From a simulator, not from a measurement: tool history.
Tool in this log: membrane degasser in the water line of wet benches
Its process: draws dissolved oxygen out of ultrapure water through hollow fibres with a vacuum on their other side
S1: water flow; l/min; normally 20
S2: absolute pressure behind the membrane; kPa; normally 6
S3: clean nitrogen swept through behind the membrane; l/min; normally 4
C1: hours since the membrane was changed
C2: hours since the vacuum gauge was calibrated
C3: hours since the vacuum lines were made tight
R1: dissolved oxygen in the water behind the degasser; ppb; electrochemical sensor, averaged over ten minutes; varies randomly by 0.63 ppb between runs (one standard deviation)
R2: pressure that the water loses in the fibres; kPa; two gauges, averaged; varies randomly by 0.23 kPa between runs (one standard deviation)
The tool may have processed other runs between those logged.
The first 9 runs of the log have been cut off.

| run | hour | S1 | S2 | S3 | C1 | C2 | C3 | R1 | R2 |
|---|---|---|---|---|---|---|---|---|---|
| 10 | 1143.6 | 20 | 6 | 4 | 7922 | 2427 | 15429 | 64 | 61.36 |
| 11 | 1245.3 | 20 | 6 | 4 | 8024 | 2529 | 15531 | 63.3 | 61.69 |
| 12 | 1354.1 | 20 | 6 | 4 | 8133 | 2638 | 15639 | 64.6 | 61.82 |
| 13 | 1431.5 | 20 | 6 | 4 | 8210 | 2715 | 15717 | 63.2 | 61.34 |
|  | 1552.6 | seals of the vacuum lines changed |
| 14 | 1621.9 | 20 | 6 | 4 | 8399 | 2904 | 69 | 61.3 | 61.85 |
| 15 | 1748.3 | 20 | 6 | 4 | 8525 | 3030 | 196 | 61.4 | 61.55 |
| 16 | 1939.3 | 20 | 6 | 4 | 8716 | 3221 | 387 | 62.6 | 61.64 |
| 17 | 2127.8 | 20 | 6 | 4 | 8904 | 3410 | 575 | 62.9 | 61.83 |
| 18 | 2266.1 | 20 | 6 | 4 | 9043 | 3548 | 714 | 62 | 61.9 |
| 19 | 2368.1 | 20 | 6 | 4 | 9145 | 3650 | 816 | 63 | 61.87 |
| 20 | 2545.4 | 20 | 6 | 4 | 9322 | 3827 | 993 | 63.1 | 62.03 |
| 21 | 2684 | 20 | 5.53 | 3.86 | 9461 | 3966 | 1131 | 58.5 | 62.24 |
|  | 2755.3 | vacuum gauge calibrated |
| 22 | 2833.8 | 20 | 5.53 | 3.86 | 9610 | 79 | 1281 | 57.4 | 61.55 |

Run 23 has not been measured yet. What should we expect?
| 23 | 2949.5 | 27 | 3.8 | 3.25 | 9726 | 194 | 1396 | ? | ? |

R1: 65 ppb
R2: 83.86 kPa
Take away the tool's hidden state, keep the run-to-run variation as it was, and the same run would have given R1 54.7 ppb, R2 80.51 kPa.
